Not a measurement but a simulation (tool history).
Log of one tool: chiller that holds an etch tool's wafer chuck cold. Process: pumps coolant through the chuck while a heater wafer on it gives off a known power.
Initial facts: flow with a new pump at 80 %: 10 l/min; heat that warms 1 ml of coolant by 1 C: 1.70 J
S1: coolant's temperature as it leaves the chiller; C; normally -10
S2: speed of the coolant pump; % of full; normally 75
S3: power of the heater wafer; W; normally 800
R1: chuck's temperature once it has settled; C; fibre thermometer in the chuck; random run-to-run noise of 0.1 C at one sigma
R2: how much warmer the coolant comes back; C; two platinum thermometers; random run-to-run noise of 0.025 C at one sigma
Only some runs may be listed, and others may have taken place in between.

{"run": 1, "hour": 0.0, "S1": -10, "S2": 75, "S3": 800, "R1": -2.9, "R2": 3.02}
{"run": 2, "hour": 53.2, "S1": -15, "S2": 75, "S3": 800, "R1": -7.7, "R2": 3.02}
{"run": 3, "hour": 85.9, "S1": -15, "S2": 75, "S3": 800, "R1": -7.9, "R2": 3.02}
{"run": 4, "hour": 119.4, "S1": -10, "S2": 66, "S3": 800, "R1": -2.1, "R2": 3.46}
{"run": 5, "hour": 142.6, "S1": -10, "S2": 66, "S3": 800, "R1": -2.2, "R2": 3.45}
{"run": 6, "hour": 170.8, "S1": -10, "S2": 89, "S3": 800, "R1": -4, "R2": 2.54}
{"run": 7, "hour": 198.1, "S1": -16, "S2": 89, "S3": 415, "R1": -12.8, "R2": 1.31}
{"run": 8, "hour": 244.0, "S1": -16, "S2": 89, "S3": 415, "R1": -12.8, "R2": 1.35}
{"run": 9, "hour": 285.9, "S1": -16, "S2": 72, "S3": 494, "R1": -11.4, "R2": 2.01}
{"run": 10, "hour": 329.1, "S1": -16, "S2": 72, "S3": 494, "R1": -11.5, "R2": 1.99}
{"run": 11, "hour": 361.8, "S1": -19, "S2": 64, "S3": 1177, "R1": -7, "R2": 5.25}

Here are 4 independent what-if runs from the current tool condition. What would each one return?
{"run": "A", "hour": 410.2, "S1": -10, "S2": 88, "S3": 478, "R1": "?", "R2": "?"}
{"run": "B", "hour": 410.2, "S1": -1, "S2": 61, "S3": 685, "R1": "?", "R2": "?"}
{"run": "C", "hour": 410.2, "S1": -9, "S2": 81, "S3": 1125, "R1": "?", "R2": "?"}
{"run": "D", "hour": 410.2, "S1": -7, "S2": 73, "S3": 408, "R1": "?", "R2": "?"}

run=A R1=-6.3 R2=1.61
run=B R1=6.2 R2=3.24
run=C R1=0.6 R2=3.98
run=D R1=-3.4 R2=1.64
With the hidden condition removed and each run's random variation left untouched, the same runs would have given:
run=A R1=-6.3 R2=1.54
run=B R1=6.2 R2=3.17
run=C R1=0.6 R2=3.9
run=D R1=-3.4 R2=1.56
